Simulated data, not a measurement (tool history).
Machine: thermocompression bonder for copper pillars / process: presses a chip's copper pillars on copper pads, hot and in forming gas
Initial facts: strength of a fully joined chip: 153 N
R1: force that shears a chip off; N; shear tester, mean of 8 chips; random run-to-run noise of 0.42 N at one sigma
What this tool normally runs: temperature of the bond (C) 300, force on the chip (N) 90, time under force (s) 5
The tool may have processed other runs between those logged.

{"run": 1, "day": 0.0, "temperature of the bond (C)": 300, "force on the chip (N)": 90, "time under force (s)": 5, "R1": 53.7}
{"run": 2, "day": 0.462, "temperature of the bond (C)": 300, "force on the chip (N)": 90, "time under force (s)": 5, "R1": 54.3}
{"run": 3, "day": 1.458, "temperature of the bond (C)": 300, "force on the chip (N)": 90, "time under force (s)": 5, "R1": 54.0}
{"run": 4, "day": 2.004, "temperature of the bond (C)": 300, "force on the chip (N)": 90, "time under force (s)": 5, "R1": 53.1}
{"run": 5, "day": 3.038, "temperature of the bond (C)": 300, "force on the chip (N)": 90, "time under force (s)": 5, "R1": 54.1}
{"run": 6, "day": 4.129, "temperature of the bond (C)": 300, "force on the chip (N)": 90, "time under force (s)": 5, "R1": 54.5}
{"run": 7, "day": 5.012, "temperature of the bond (C)": 300, "force on the chip (N)": 90, "time under force (s)": 5, "R1": 53.4}
{"run": 8, "day": 6.033, "temperature of the bond (C)": 300, "force on the chip (N)": 90, "time under force (s)": 5, "R1": 53.8}
{"run": 9, "day": 6.833, "temperature of the bond (C)": 287, "force on the chip (N)": 90, "time under force (s)": 5, "R1": 46.3}
{"run": 10, "day": 7.35, "temperature of the bond (C)": 287, "force on the chip (N)": 90, "time under force (s)": 5, "R1": 45.9}
{"run": 11, "day": 7.904, "temperature of the bond (C)": 287, "force on the chip (N)": 90, "time under force (s)": 5, "R1": 47.1}
{"run": 12, "day": 8.579, "temperature of the bond (C)": 287, "force on the chip (N)": 90, "time under force (s)": 5, "R1": 46.3}
{"run": 13, "day": 9.125, "temperature of the bond (C)": 287, "force on the chip (N)": 90, "time under force (s)": 5, "R1": 46.0}
{"run": 14, "day": 9.671, "temperature of the bond (C)": 287, "force on the chip (N)": 90, "time under force (s)": 5, "R1": 45.8}
{"run": 15, "day": 10.671, "temperature of the bond (C)": 287, "force on the chip (N)": 90, "time under force (s)": 5, "R1": 45.9}
{"run": 16, "day": 11.821, "temperature of the bond (C)": 300, "force on the chip (N)": 90, "time under force (s)": 8, "R1": 64.8}
{"run": 17, "day": 12.483, "temperature of the bond (C)": 300, "force on the chip (N)": 90, "time under force (s)": 8, "R1": 65.1}
{"run": 18, "day": 13.138, "temperature of the bond (C)": 300, "force on the chip (N)": 90, "time under force (s)": 8, "R1": 65.2}
{"run": 19, "day": 13.867, "temperature of the bond (C)": 297, "force on the chip (N)": 75, "time under force (s)": 8, "R1": 55.0}
{"run": 20, "day": 14.488, "temperature of the bond (C)": 300, "force on the chip (N)": 77, "time under force (s)": 5, "R1": 47.2}
{"run": 21, "day": 15.183, "temperature of the bond (C)": 299, "force on the chip (N)": 86, "time under force (s)": 7, "R1": 58.8}
{"run": 22, "day": 16.071, "temperature of the bond (C)": 320, "force on the chip (N)": 67, "time under force (s)": 5, "R1": 53.7}
{"run": 23, "day": 16.971, "temperature of the bond (C)": 320, "force on the chip (N)": 67, "time under force (s)": 5, "R1": 54.0}
{"run": 24, "day": 17.604, "temperature of the bond (C)": 292, "force on the chip (N)": 71, "time under force (s)": 8, "R1": 49.2}
{"run": 25, "day": 18.067, "temperature of the bond (C)": 292, "force on the chip (N)": 90, "time under force (s)": 3, "R1": 39.1}
{"run": 26, "day": 18.771, "temperature of the bond (C)": 302, "force on the chip (N)": 55, "time under force (s)": 7, "R1": 42.6}
{"run": 27, "day": 19.279, "temperature of the bond (C)": 302, "force on the chip (N)": 55, "time under force (s)": 7, "R1": 42.9}
{"run": 28, "day": 20.4, "temperature of the bond (C)": 309, "force on the chip (N)": 93, "time under force (s)": 6, "R1": 65.9}
{"run": 29, "day": 20.929, "temperature of the bond (C)": 304, "force on the chip (N)": 78, "time under force (s)": 6, "R1": 54.4}
{"run": 30, "day": 21.408, "temperature of the bond (C)": 323, "force on the chip (N)": 73, "time under force (s)": 3, "R1": 48.4}
{"run": 31, "day": 22.088, "temperature of the bond (C)": 300, "force on the chip (N)": 90, "time under force (s)": 5, "R1": 53.4}
{"run": 32, "day": 23.138, "temperature of the bond (C)": 300, "force on the chip (N)": 75, "time under force (s)": 5, "R1": 46.4}
{"run": 33, "day": 23.946, "temperature of the bond (C)": 300, "force on the chip (N)": 75, "time under force (s)": 5, "R1": 46.6}

Withheld: 1 entry from between the runs. Position of each, and hidden state at the listed run before versus the listed run after:
Run 15 -> run 16: forming gas filter changed (day 11.642)
  oxide that the forming gas leaves, % of the face: 0.59 -> 0.5
